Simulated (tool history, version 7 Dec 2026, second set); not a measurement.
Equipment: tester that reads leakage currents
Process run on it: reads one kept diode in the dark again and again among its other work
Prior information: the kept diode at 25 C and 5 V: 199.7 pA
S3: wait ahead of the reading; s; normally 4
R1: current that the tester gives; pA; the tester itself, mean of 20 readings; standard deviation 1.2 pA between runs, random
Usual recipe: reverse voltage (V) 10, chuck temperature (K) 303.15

run 1 hour=0 | reverse_voltage_(V)=10 chuck_temperature_(K)=303.15 S3=4 | R1=367.61
run 2 hour=187.2 | reverse_voltage_(V)=10 chuck_temperature_(K)=303.15 S3=4 | R1=360.07
run 3 hour=350.2 | reverse_voltage_(V)=10 chuck_temperature_(K)=303.15 S3=4 | R1=361.59
run 4 hour=472.6 | reverse_voltage_(V)=1.3 chuck_temperature_(K)=303.15 S3=4 | R1=153.4
run 5 hour=597.1 | reverse_voltage_(V)=1.3 chuck_temperature_(K)=303.15 S3=4 | R1=151.78
run 6 hour=727.6 | reverse_voltage_(V)=1.3 chuck_temperature_(K)=303.15 S3=1.79 | R1=150.07
run 7 hour=905 | reverse_voltage_(V)=1.3 chuck_temperature_(K)=303.15 S3=1.79 | R1=150.44
run 8 hour=1035 | reverse_voltage_(V)=8.5 chuck_temperature_(K)=320.15 S3=0.47 | R1=1164.82
run 9 hour=1215.3 | reverse_voltage_(V)=8.5 chuck_temperature_(K)=313.15 S3=1.18 | R1=722.18
run 10 hour=1342.4 | reverse_voltage_(V)=7.7 chuck_temperature_(K)=303.15 S3=0.72 | R1=340.89

The log once held 3 entries between its listed runs, left out of this copy. Where does each go, and what is different about the tool's unlogged condition between the listed run before it and the listed run after it?
Logged between run 5 and run 6: probe card cleaned and baked (hour 727.4)
  stray current of the dirty probe card, pA a volt: 1.124 -> 0.032; current scale over the true one, %: -0.86 -> -0.88; true chuck temperature over the reading, C: -1.32 -> -1.4
  measured result minus the result with no hidden state, R1: -15.23 -> -17.62 pA
Logged between run 6 and run 7: tester calibrated (hour 785.2)
  stray current of the dirty probe card, pA a volt: 0.032 -> 0.077; current scale over the true one, %: -0.88 -> -0.03; true chuck temperature over the reading, C: -1.4 -> -1.51
  measured result minus the result with no hidden state, R1: -17.62 -> -17.54 pA
Logged between run 7 and run 8: chuck's temperature calibrated (hour 1002.2)
  stray current of the dirty probe card, pA a volt: 0.077 -> 0.11; current scale over the true one, %: -0.03 -> -0.05; true chuck temperature over the reading, C: -1.51 -> -0.07
  measured result minus the result with no hidden state, R1: -17.54 -> -5.03 pA
